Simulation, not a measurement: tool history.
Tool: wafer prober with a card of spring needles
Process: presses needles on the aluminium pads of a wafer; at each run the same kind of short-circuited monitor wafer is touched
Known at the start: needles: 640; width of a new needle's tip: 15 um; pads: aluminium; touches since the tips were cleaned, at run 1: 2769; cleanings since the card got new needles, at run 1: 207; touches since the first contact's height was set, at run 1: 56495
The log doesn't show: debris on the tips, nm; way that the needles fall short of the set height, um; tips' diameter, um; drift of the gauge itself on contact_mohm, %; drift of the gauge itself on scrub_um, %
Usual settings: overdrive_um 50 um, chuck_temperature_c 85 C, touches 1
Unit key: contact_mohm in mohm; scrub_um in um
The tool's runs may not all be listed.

run	hour	overdrive_um	chuck_temperature_c	touches	touches since the tips were cleaned	cleanings since the card got new needles	touches since the first contact's height was set	contact_mohm	scrub_um
1	0	50	85	1	2769	207	56495	272	13.13
# hour 9.3: tips cleaned on abrasive film
# hour 24.8: tips cleaned on abrasive film
# hour 40.3: tips cleaned on abrasive film
# hour 52.9: height of the first contact set anew
# hour 56.1: tips cleaned on abrasive film
# hour 68.5: tips cleaned on abrasive film
# hour 84: tips cleaned on abrasive film
# hour 99.5: tips cleaned on abrasive film
2	103.5	50	85	1	2239	214	28235	262	13.2
# hour 112.8: tips cleaned on abrasive film
# hour 125.2: tips cleaned on abrasive film
# hour 140.7: tips cleaned on abrasive film
# hour 156.2: tips cleaned on abrasive film
# hour 168.6: tips cleaned on abrasive film
# hour 181: tips cleaned on abrasive film
3	185.4	50	85	1	2513	220	74077	269	13.01
# hour 194.8: tips cleaned on abrasive film
# hour 207.2: tips cleaned on abrasive film
# hour 207.5: height of the first contact set anew
# hour 223: tips cleaned on abrasive film
# hour 235.4: tips cleaned on abrasive film
# hour 250.9: tips cleaned on abrasive film
4	255.2	50	85	1	2465	225	26727	265	13.24
# hour 264.6: tips cleaned on abrasive film
# hour 280.1: tips cleaned on abrasive film
# hour 295.6: tips cleaned on abrasive film
5	301.5	50	85	1	3373	228	52630	278	13.12
# hour 310.9: tips cleaned on abrasive film
# hour 323.3: tips cleaned on abrasive film
# hour 338.8: tips cleaned on abrasive film
# hour 351.2: tips cleaned on abrasive film
# hour 363.8: height of the first contact set anew
# hour 367: tips cleaned on abrasive film
# hour 382.5: tips cleaned on abrasive film
# hour 394.9: tips cleaned on abrasive film
6	402.9	50	85	1	4544	235	21875	288	13.23
# hour 409.2: tips cleaned on abrasive film
# hour 424.7: tips cleaned on abrasive film
# hour 440.2: tips cleaned on abrasive film
# hour 455.6: tips cleaned on abrasive film
# hour 468.1: tips cleaned on abrasive film
7	473.1	50	85	1	2812	240	61082	270	13.04
# hour 482.4: tips cleaned on abrasive film
# hour 494.8: tips cleaned on abrasive film
# hour 510.3: tips cleaned on abrasive film
# hour 519.8: height of the first contact set anew
# hour 526.1: tips cleaned on abrasive film
8	536.7	50	85	1	5992	244	9459	301	13.28
# hour 539.9: tips cleaned on abrasive film
# hour 555.4: tips cleaned on abrasive film
# hour 570.9: tips cleaned on abrasive film
# hour 586.3: tips cleaned on abrasive film
# hour 601.8: tips cleaned on abrasive film
9	606.1	50	85	1	2421	249	48275	267	13.18
# hour 615.5: tips cleaned on abrasive film
# hour 630.9: tips cleaned on abrasive film
# hour 646.4: tips cleaned on abrasive film
# hour 661.9: tips cleaned on abrasive film
# hour 674.5: height of the first contact set anew
# hour 677.7: tips cleaned on abrasive film
10	678.6	50	85	1	487	254	2219	244	13.26
# hour 691: tips cleaned on abrasive film
# hour 703.4: tips cleaned on abrasive film
# hour 718.9: tips cleaned on abrasive film
11	730.4	63	85	1	6503	257	31251	272	16.66
# hour 733.6: tips cleaned on abrasive film
# hour 749.1: tips cleaned on abrasive film
# hour 764.6: tips cleaned on abrasive film
# hour 777: tips cleaned on abrasive film
12	787.3	50	28	1	5783	261	63030	293	13.05
# hour 790.4: tips cleaned on abrasive film
# hour 802.8: tips cleaned on abrasive film
# hour 818.3: tips cleaned on abrasive film
# hour 830.9: height of the first contact set anew
# hour 834.1: tips cleaned on abrasive film
13	835.8	47	84	1	963	265	2697	259	12.45
# hour 848.2: tips cleaned on abrasive film
# hour 863.7: tips cleaned on abrasive film
# hour 879.2: tips cleaned on abrasive film
# hour 894.7: tips cleaned on abrasive film
# hour 910.2: tips cleaned on abrasive film
14	920.5	37	98	1	5801	270	50093	373	9.68
# hour 923.7: tips cleaned on abrasive film
# hour 936.1: tips cleaned on abrasive film
# hour 951.6: tips cleaned on abrasive film
# hour 964: tips cleaned on abrasive film
# hour 979.4: tips cleaned on abrasive film
# hour 985.9: height of the first contact set anew
# hour 995.2: tips cleaned on abrasive film
15	998.7	37	98	1	1957	276	7157	304	9.81
# hour 1008: tips cleaned on abrasive film
# hour 1020.4: tips cleaned on abrasive film
# hour 1035.9: tips cleaned on abrasive film
# hour 1048.3: tips cleaned on abrasive film
# hour 1063.8: tips cleaned on abrasive film
16	1071.5	70	85	2	4309	281	47856	241	18.5
# hour 1077.7: tips cleaned on abrasive film
# hour 1093.2: tips cleaned on abrasive film
# hour 1105.6: tips cleaned on abrasive film
# hour 1121.1: tips cleaned on abrasive film
17	1130	44	85	2	5006	285	80590	290	11.36
# hour 1136.3: tips cleaned on abrasive film
# hour 1139.6: height of the first contact set anew
# hour 1149: tips cleaned on abrasive film
# hour 1164.5: tips cleaned on abrasive film
# hour 1179.9: tips cleaned on abrasive film
# hour 1195.4: tips cleaned on abrasive film
18	1197.3	50	50	2	1055	290	32250	233	13.23
# hour 1209.7: tips cleaned on abrasive film
# hour 1225.2: tips cleaned on abrasive film
# hour 1240.7: tips cleaned on abrasive film
19	1243.9	31	51	1	1837	293	58350	343	8.1
# hour 1253.3: tips cleaned on abrasive film
# hour 1268.8: tips cleaned on abrasive film
# hour 1284.3: tips cleaned on abrasive film
# hour 1293.8: height of the first contact set anew
20	1294.7	31	51	1	5705	296	506	461	8.23
# hour 1297.9: tips cleaned on abrasive film
# hour 1313.4: tips cleaned on abrasive film
# hour 1325.8: tips cleaned on abrasive film
# hour 1338.2: tips cleaned on abrasive film
# hour 1353.7: tips cleaned on abrasive film
# hour 1369.1: tips cleaned on abrasive film
# hour 1384.6: tips cleaned on abrasive film
21	1394.3	31	51	1	5430	303	56197	458	8.07
# hour 1397.5: tips cleaned on abrasive film
# hour 1412.9: tips cleaned on abrasive film
# hour 1425.4: tips cleaned on abrasive film
# hour 1440.8: tips cleaned on abrasive film
# hour 1447.3: height of the first contact set anew
# hour 1456.6: tips cleaned on abrasive film
# hour 1472.1: tips cleaned on abrasive film
# hour 1487.5: tips cleaned on abrasive film
22	1487.5	50	107	1	0	310	22454	240	13.24
# hour 1503: tips cleaned on abrasive film
# hour 1515.4: tips cleaned on abrasive film
# hour 1530.8: tips cleaned on abrasive film
# hour 1543.3: tips cleaned on abrasive film
# hour 1558.7: tips cleaned on abrasive film
23	1566.9	50	36	1	4584	315	66899	296	13.07
# hour 1573.1: tips cleaned on abrasive film
# hour 1585.5: tips cleaned on abrasive film
# hour 1601: tips cleaned on abrasive film
# hour 1601.3: height of the first contact set anew
# hour 1616.8: tips cleaned on abrasive film
# hour 1632.3: tips cleaned on abrasive film
24	1633.2	33	36	3	518	320	17849	252	8.68

3 options for the next run, each taken on its own from the tool as it stands now. Forecast them:
# hour 1645.6: tips cleaned on abrasive film
# hour 1661.1: tips cleaned on abrasive film
# hour 1676.6: tips cleaned on abrasive film
A	1676.9	50	73	1	174	323	42288	?	?
# hour 1645.6: tips cleaned on abrasive film
# hour 1661.1: tips cleaned on abrasive film
# hour 1676.6: tips cleaned on abrasive film
B	1676.9	48	94	2	174	323	42288	?	?
# hour 1645.6: tips cleaned on abrasive film
# hour 1661.1: tips cleaned on abrasive film
# hour 1676.6: tips cleaned on abrasive film
C	1676.9	45	80	2	174	323	42288	?	?

run	contact_mohm	scrub_um
A	237	13.16
B	239	12.65
C	238	11.82
Had the tool no hidden state, the same runs would have come out as:
run	contact_mohm	scrub_um
A	214	13.28
B	219	12.77
C	217	11.93
